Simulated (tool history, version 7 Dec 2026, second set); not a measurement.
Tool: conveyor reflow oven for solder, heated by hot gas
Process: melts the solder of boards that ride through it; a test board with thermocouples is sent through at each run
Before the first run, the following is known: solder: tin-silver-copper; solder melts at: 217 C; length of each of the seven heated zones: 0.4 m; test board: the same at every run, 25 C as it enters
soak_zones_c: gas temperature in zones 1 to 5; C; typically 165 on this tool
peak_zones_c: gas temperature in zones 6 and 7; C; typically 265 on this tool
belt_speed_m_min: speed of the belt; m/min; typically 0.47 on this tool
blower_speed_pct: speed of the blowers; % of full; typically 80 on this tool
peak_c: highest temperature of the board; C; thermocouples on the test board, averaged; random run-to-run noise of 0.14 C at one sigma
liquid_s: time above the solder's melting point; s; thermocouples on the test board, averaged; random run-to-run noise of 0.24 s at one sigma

run,hour,soak_zones_c,peak_zones_c,belt_speed_m_min,blower_speed_pct,peak_c,liquid_s
1,0,165,265,0.47,80,254,76.5
2,55.3,165,265,0.47,80,254.1,76.2
3,107.5,174,265,0.47,80,254.9,80.9
4,153.2,165,265,0.556,80,249.1,58.6
5,203.3,165,265,0.556,80,249,59.1
6,233.2,165,265,0.556,80,249.4,58.8
7,269.3,165,265,0.556,80,249.2,58.9
8,298.3,165,265,0.47,65,250.4,71.2
9,343,165,265,0.47,65,250.2,71.6
10,377.5,165,265,0.47,65,250.1,71.1
11,424.2,165,265,0.47,65,250.2,71.3
12,455.4,165,265,0.47,67,250.7,72.2
13,498.5,165,265,0.47,56,247.5,67
14,553,165,265,0.47,56,247.4,67.2
15,602.5,165,265,0.47,56,247.3,67.3
16,626.6,165,265,0.47,56,247.4,67.1
17,665,165,265,0.47,56,247.6,67.3
18,687.9,165,265,0.47,56,247.3,66.8
19,716.3,180,254,0.47,80,245.6,76.1
20,766.7,180,254,0.47,80,245.7,76.4
21,811,160,265,0.397,69,255.2,90.7
22,852.6,176,265,0.397,63,255.6,98.2
23,904.5,165,259,0.439,80,250.2,79.2
24,940.8,157,264,0.446,75,252.3,76.3
25,973.2,171,280,0.47,80,268.8,88.6
26,1026.6,171,280,0.47,80,268.7,89.1
27,1064.6,152,280,0.4,80,271.2,100
28,1099.6,165,265,0.39,78,257.7,97.6
29,1149.3,165,280,0.403,51,264.2,96.8

Taken out of this log: 5 entries between the listed runs. Where each belongs, and how the hidden state differs across it:
After run 1, before run 2: thermocouples of zones 6 and 7 changed (hour 13.5)
  true gas temperature in zones 6 and 7 over the reading, C: 0.13 -> -0.01
After run 7, before run 8: flux residue cleaned out of gas plates and filters (hour 289.2)
  heat that the gas passes to the board, % of a clean oven's: 99.8 -> 100
After run 14, before run 15: flux residue cleaned out of gas plates and filters (hour 602.5)
  heat that the gas passes to the board, % of a clean oven's: 99.8 -> 100; belt's true speed, % of the reading: 99.9 -> 99.89
After run 23, before run 24: flux residue cleaned out of gas plates and filters (hour 916.3)
  heat that the gas passes to the board, % of a clean oven's: 99.8 -> 100; true gas temperature in zones 6 and 7 over the reading, C: 0.04 -> 0.05
After run 28, before run 29: belt drive overhauled, speed set with a stopwatch (hour 1107)
  heat that the gas passes to the board, % of a clean oven's: 99.9 -> 99.8; belt's true speed, % of the reading: 99.87 -> 100
